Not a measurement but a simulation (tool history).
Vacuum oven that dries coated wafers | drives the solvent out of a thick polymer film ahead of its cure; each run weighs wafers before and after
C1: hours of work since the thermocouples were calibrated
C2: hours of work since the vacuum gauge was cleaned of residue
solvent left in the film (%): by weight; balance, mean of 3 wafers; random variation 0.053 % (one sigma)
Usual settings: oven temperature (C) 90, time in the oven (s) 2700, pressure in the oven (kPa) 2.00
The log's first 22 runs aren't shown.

{"run": 23, "day": 38.204, "oven temperature (C)": 90, "time in the oven (s)": 2700, "pressure in the oven (kPa)": 2.0, "C1": 627, "C2": 1795, "solvent left in the film (%)": 1.73}
{"run": 24, "day": 39.167, "oven temperature (C)": 90, "time in the oven (s)": 2700, "pressure in the oven (kPa)": 2.0, "C1": 644, "C2": 1812, "solvent left in the film (%)": 1.65}
{"run": 25, "day": 40.562, "oven temperature (C)": 82, "time in the oven (s)": 2700, "pressure in the oven (kPa)": 2.0, "C1": 670, "C2": 1838, "solvent left in the film (%)": 3.34}
{"run": 26, "day": 42.729, "oven temperature (C)": 92, "time in the oven (s)": 2700, "pressure in the oven (kPa)": 2.76, "C1": 709, "C2": 1877, "solvent left in the film (%)": 1.61}
{"run": 27, "day": 44.862, "oven temperature (C)": 90, "time in the oven (s)": 2700, "pressure in the oven (kPa)": 1.5, "C1": 748, "C2": 1916, "solvent left in the film (%)": 1.71}
{"run": 28, "day": 46.9, "oven temperature (C)": 90, "time in the oven (s)": 3060, "pressure in the oven (kPa)": 1.5, "C1": 785, "C2": 1953, "solvent left in the film (%)": 1.22}
{"run": 29, "day": 48.35, "oven temperature (C)": 83, "time in the oven (s)": 2700, "pressure in the oven (kPa)": 3.31, "C1": 811, "C2": 1979, "solvent left in the film (%)": 3.47}
{"run": 30, "day": 50.371, "oven temperature (C)": 105, "time in the oven (s)": 3660, "pressure in the oven (kPa)": 3.1, "C1": 848, "C2": 2016, "solvent left in the film (%)": 0.53}
{"day": 51.15, "done": "oven's thermocouples calibrated"}
{"run": 31, "day": 52.312, "oven temperature (C)": 105, "time in the oven (s)": 3660, "pressure in the oven (kPa)": 2.6, "C1": 21, "C2": 2050, "solvent left in the film (%)": 0.5}
{"run": 32, "day": 54.296, "oven temperature (C)": 105, "time in the oven (s)": 3660, "pressure in the oven (kPa)": 2.6, "C1": 57, "C2": 2086, "solvent left in the film (%)": 0.55}
{"run": 33, "day": 55.933, "oven temperature (C)": 86, "time in the oven (s)": 2700, "pressure in the oven (kPa)": 2.18, "C1": 87, "C2": 2115, "solvent left in the film (%)": 2.43}
{"run": 34, "day": 57.646, "oven temperature (C)": 80, "time in the oven (s)": 2700, "pressure in the oven (kPa)": 2.0, "C1": 118, "C2": 2147, "solvent left in the film (%)": 3.89}
{"run": 35, "day": 59.825, "oven temperature (C)": 80, "time in the oven (s)": 2700, "pressure in the oven (kPa)": 2.0, "C1": 158, "C2": 2186, "solvent left in the film (%)": 3.67}
{"run": 36, "day": 61.683, "oven temperature (C)": 105, "time in the oven (s)": 2700, "pressure in the oven (kPa)": 2.82, "C1": 191, "C2": 2220, "solvent left in the film (%)": 0.65}
{"run": 37, "day": 63.417, "oven temperature (C)": 91, "time in the oven (s)": 4140, "pressure in the oven (kPa)": 4.31, "C1": 223, "C2": 2251, "solvent left in the film (%)": 1.61}
{"run": 38, "day": 64.662, "oven temperature (C)": 91, "time in the oven (s)": 4140, "pressure in the oven (kPa)": 4.31, "C1": 245, "C2": 2274, "solvent left in the film (%)": 1.61}
{"run": 39, "day": 66.779, "oven temperature (C)": 80, "time in the oven (s)": 3300, "pressure in the oven (kPa)": 2.0, "C1": 284, "C2": 2312, "solvent left in the film (%)": 2.97}
{"run": 40, "day": 67.954, "oven temperature (C)": 78, "time in the oven (s)": 3300, "pressure in the oven (kPa)": 6.44, "C1": 305, "C2": 2334, "solvent left in the film (%)": 5.43}
{"run": 41, "day": 69.288, "oven temperature (C)": 78, "time in the oven (s)": 3300, "pressure in the oven (kPa)": 6.44, "C1": 329, "C2": 2358, "solvent left in the film (%)": 5.39}
{"run": 42, "day": 70.446, "oven temperature (C)": 78, "time in the oven (s)": 3300, "pressure in the oven (kPa)": 6.44, "C1": 350, "C2": 2379, "solvent left in the film (%)": 5.33}
{"run": 43, "day": 71.6, "oven temperature (C)": 78, "time in the oven (s)": 3300, "pressure in the oven (kPa)": 4.24, "C1": 372, "C2": 2400, "solvent left in the film (%)": 4.38}
{"run": 44, "day": 73.854, "oven temperature (C)": 90, "time in the oven (s)": 4260, "pressure in the oven (kPa)": 7.82, "C1": 412, "C2": 2441, "solvent left in the film (%)": 2.76}
{"run": 45, "day": 74.912, "oven temperature (C)": 93, "time in the oven (s)": 1620, "pressure in the oven (kPa)": 2.93, "C1": 432, "C2": 2460, "solvent left in the film (%)": 3.14}
{"run": 46, "day": 76.958, "oven temperature (C)": 93, "time in the oven (s)": 1620, "pressure in the oven (kPa)": 2.93, "C1": 469, "C2": 2497, "solvent left in the film (%)": 3.07}
{"run": 47, "day": 78.617, "oven temperature (C)": 90, "time in the oven (s)": 1440, "pressure in the oven (kPa)": 2.31, "C1": 499, "C2": 2527, "solvent left in the film (%)": 4.06}

4 ways to go on from here, each from the tool as it stands after run 47. What would each give?
{"run": "A", "day": 80.712, "oven temperature (C)": 90, "time in the oven (s)": 1800, "pressure in the oven (kPa)": 2.31, "C1": 537, "C2": 2566, "solvent left in the film (%)": "?"}
{"run": "B", "day": 80.712, "oven temperature (C)": 98, "time in the oven (s)": 3120, "pressure in the oven (kPa)": 3.03, "C1": 537, "C2": 2566, "solvent left in the film (%)": "?"}
{"run": "C", "day": 80.712, "oven temperature (C)": 85, "time in the oven (s)": 2880, "pressure in the oven (kPa)": 2.31, "C1": 537, "C2": 2566, "solvent left in the film (%)": "?"}
{"run": "D", "day": 80.712, "oven temperature (C)": 98, "time in the oven (s)": 2760, "pressure in the oven (kPa)": 3.05, "C1": 537, "C2": 2566, "solvent left in the film (%)": "?"}

run=A solvent_left_in_the_film_(%)=3.29
run=B solvent_left_in_the_film_(%)=0.94
run=C solvent_left_in_the_film_(%)=2.58
run=D solvent_left_in_the_film_(%)=1.13
Without the tool's hidden state the same runs would have given:
run=A solvent_left_in_the_film_(%)=3.25
run=B solvent_left_in_the_film_(%)=0.91
run=C solvent_left_in_the_film_(%)=2.53
run=D solvent_left_in_the_film_(%)=1.11
